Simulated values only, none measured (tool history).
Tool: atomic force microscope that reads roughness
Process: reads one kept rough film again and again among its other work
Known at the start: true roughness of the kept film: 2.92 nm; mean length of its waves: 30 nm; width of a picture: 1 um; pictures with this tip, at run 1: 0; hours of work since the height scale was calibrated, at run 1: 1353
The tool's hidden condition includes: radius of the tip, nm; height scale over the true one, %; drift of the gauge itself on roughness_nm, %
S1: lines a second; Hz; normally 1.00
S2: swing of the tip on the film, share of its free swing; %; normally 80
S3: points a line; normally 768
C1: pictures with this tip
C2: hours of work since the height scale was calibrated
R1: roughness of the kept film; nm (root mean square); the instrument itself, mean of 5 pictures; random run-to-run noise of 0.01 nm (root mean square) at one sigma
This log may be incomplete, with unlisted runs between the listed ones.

| run | day | S1 | S2 | S3 | C1 | C2 | R1 |
|---|---|---|---|---|---|---|---|
| 1 | 0.000 | 1.00 | 80 | 768 | 0 | 1353 | 2.421 |
| 2 | 2.554 | 1.00 | 80 | 768 | 107 | 1389 | 2.393 |
| 3 | 3.883 | 1.65 | 80 | 768 | 162 | 1407 | 2.264 |
|  | 4.225 | new tip fitted |
| 4 | 6.775 | 1.65 | 80 | 768 | 106 | 1448 | 2.283 |
|  | 8.612 | new tip fitted |
| 5 | 8.838 | 1.65 | 80 | 768 | 9 | 1476 | 2.280 |
| 6 | 10.600 | 1.65 | 80 | 768 | 83 | 1501 | 2.270 |
| 7 | 12.317 | 1.65 | 80 | 768 | 154 | 1525 | 2.266 |
|  | 12.829 | new tip fitted |
| 8 | 14.279 | 1.65 | 80 | 768 | 60 | 1552 | 2.271 |
| 9 | 15.971 | 1.65 | 80 | 768 | 131 | 1576 | 2.262 |
|  | 17.067 | new tip fitted |
| 10 | 18.529 | 1.65 | 80 | 768 | 61 | 1612 | 2.256 |
| 11 | 19.775 | 3.24 | 80 | 768 | 113 | 1629 | 1.987 |
| 12 | 21.075 | 3.24 | 80 | 768 | 167 | 1648 | 1.958 |
|  | 21.300 | new tip fitted |
| 13 | 23.662 | 0.69 | 80 | 768 | 98 | 1684 | 2.493 |
| 14 | 25.283 | 0.50 | 80 | 768 | 166 | 1706 | 2.537 |
|  | 25.646 | new tip fitted |
| 15 | 26.850 | 0.50 | 80 | 768 | 50 | 1728 | 2.517 |
| 16 | 28.121 | 1.00 | 75 | 768 | 103 | 1746 | 2.475 |
|  | 29.962 | new tip fitted |
| 17 | 30.875 | 1.00 | 60 | 768 | 38 | 1784 | 2.578 |
| 18 | 33.721 | 1.00 | 75 | 339 | 157 | 1824 | 2.425 |
|  | 34.262 | new tip fitted |
| 19 | 35.279 | 1.00 | 75 | 339 | 42 | 1846 | 2.461 |
| 20 | 37.442 | 1.00 | 74 | 781 | 133 | 1876 | 2.500 |
|  | 38.562 | new tip fitted |
| 21 | 39.079 | 0.77 | 71 | 353 | 22 | 1899 | 2.514 |
| 22 | 41.046 | 1.55 | 59 | 768 | 104 | 1927 | 2.547 |
|  | 42.875 | new tip fitted |
| 23 | 43.792 | 2.17 | 55 | 768 | 39 | 1965 | 2.547 |
| 24 | 46.700 | 2.08 | 68 | 529 | 160 | 2006 | 2.382 |
|  | 47.204 | new tip fitted |
| 25 | 48.008 | 0.79 | 68 | 529 | 34 | 2024 | 2.565 |
| 26 | 50.979 | 0.79 | 68 | 529 | 158 | 2066 | 2.523 |
|  | 51.438 | new tip fitted |
| 27 | 53.417 | 0.79 | 68 | 529 | 83 | 2100 | 2.541 |
|  | 55.662 | new tip fitted |
| 28 | 56.133 | 0.77 | 66 | 739 | 20 | 2138 | 2.575 |
| 29 | 58.096 | 1.05 | 80 | 804 | 102 | 2165 | 2.384 |
|  | 59.908 | new tip fitted |
| 30 | 60.842 | 1.05 | 80 | 804 | 39 | 2204 | 2.406 |
| 31 | 63.704 | 1.32 | 80 | 820 | 158 | 2244 | 2.346 |
|  | 64.154 | new tip fitted |
|  | 64.675 | height scale calibrated on a step standard |
| 32 | 65.988 | 1.32 | 80 | 820 | 75 | 18 | 2.355 |
| 33 | 68.167 | 1.32 | 80 | 820 | 166 | 49 | 2.339 |

Each row is a separate what-if for the run after 33, all from the same tool condition, not one after another. Results?
|  | 68.562 | new tip fitted |
| A | 70.004 | 1.14 | 83 | 820 | 60 | 75 | ? |
|  | 68.562 | new tip fitted |
| B | 70.004 | 1.37 | 80 | 797 | 60 | 75 | ? |
|  | 68.562 | new tip fitted |
| C | 70.004 | 1.32 | 71 | 306 | 60 | 75 | ? |
|  | 68.562 | new tip fitted |
| D | 70.004 | 1.32 | 59 | 756 | 60 | 75 | ? |

| run | R1 |
|---|---|
| A | 2.342 |
| B | 2.321 |
| C | 2.447 |
| D | 2.573 |
Without the tool's unlogged condition, the same runs would have read:
| run | R1 |
|---|---|
| A | 2.344 |
| B | 2.323 |
| C | 2.449 |
| D | 2.574 |

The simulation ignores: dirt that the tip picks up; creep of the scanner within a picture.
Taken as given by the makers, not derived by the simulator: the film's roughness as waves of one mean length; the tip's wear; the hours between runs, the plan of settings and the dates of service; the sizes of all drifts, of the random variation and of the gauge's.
